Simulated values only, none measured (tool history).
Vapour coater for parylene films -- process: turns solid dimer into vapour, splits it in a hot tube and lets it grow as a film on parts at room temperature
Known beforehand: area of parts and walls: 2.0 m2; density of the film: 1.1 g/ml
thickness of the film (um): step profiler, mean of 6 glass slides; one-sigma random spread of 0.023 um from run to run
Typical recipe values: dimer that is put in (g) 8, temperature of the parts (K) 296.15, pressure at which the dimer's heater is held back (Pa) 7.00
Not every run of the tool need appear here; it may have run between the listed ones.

run   hour  dimer that is put in (g)  temperature of the parts (K)  pressure at which the dimer's heater is held back (Pa)  thickness of the film (um)
  1    0.0                         8                        296.15                                                    7.00                        2.05
  2   13.5                         8                        296.15                                                    7.00                        2.04
  3   20.8                        13                        296.15                                                    7.00                        3.33
  4   32.1                        13                        296.15                                                    7.00                        3.36
  5   39.7                         5                        296.15                                                    7.00                        1.28
      42.2  -- table's thermometer calibrated
  6   53.0                         5                        296.15                                                    7.00                        1.28
      65.2  -- trap's valve overhauled
  7   72.9                         8                        296.15                                                    7.07                        2.26
  8   82.1                        12                        306.15                                                    3.57                        3.07
      94.3  -- table's thermometer calibrated, once more
  9   96.0                        12                        306.15                                                    3.57                        3.08
 10  109.4                        12                        306.15                                                    3.57                        3.02
 11  120.4                        12                        306.15                                                    3.57                        3.02
 12  133.5                         3                        296.15                                                    7.00                        0.88
 13  149.4                         3                        296.15                                                    7.00                        0.84
 14  160.1                         8                        296.15                                                    7.00                        2.29

5 ways to go on from here, each from the tool as it stands after run 14. What would each give?
  A  172.1                        10                        296.15                                                   10.33                           ?
  B  172.1                        10                        303.15                                                    4.31                           ?
  C  172.1                         4                        296.15                                                    7.00                           ?
  D  172.1                         7                        304.15                                                    9.43                           ?
  E  172.1                         7                        291.15                                                    7.00                           ?

run  thickness of the film (um)
  A                        2.70
  B                        2.64
  C                        1.10
  D                        1.67
  E                        2.13
The same runs, with their run-to-run variation unchanged, on a tool lacking any hidden condition would have given:
run  thickness of the film (um)
  A                        2.75
  B                        2.69
  C                        1.13
  D                        1.71
  E                        2.18
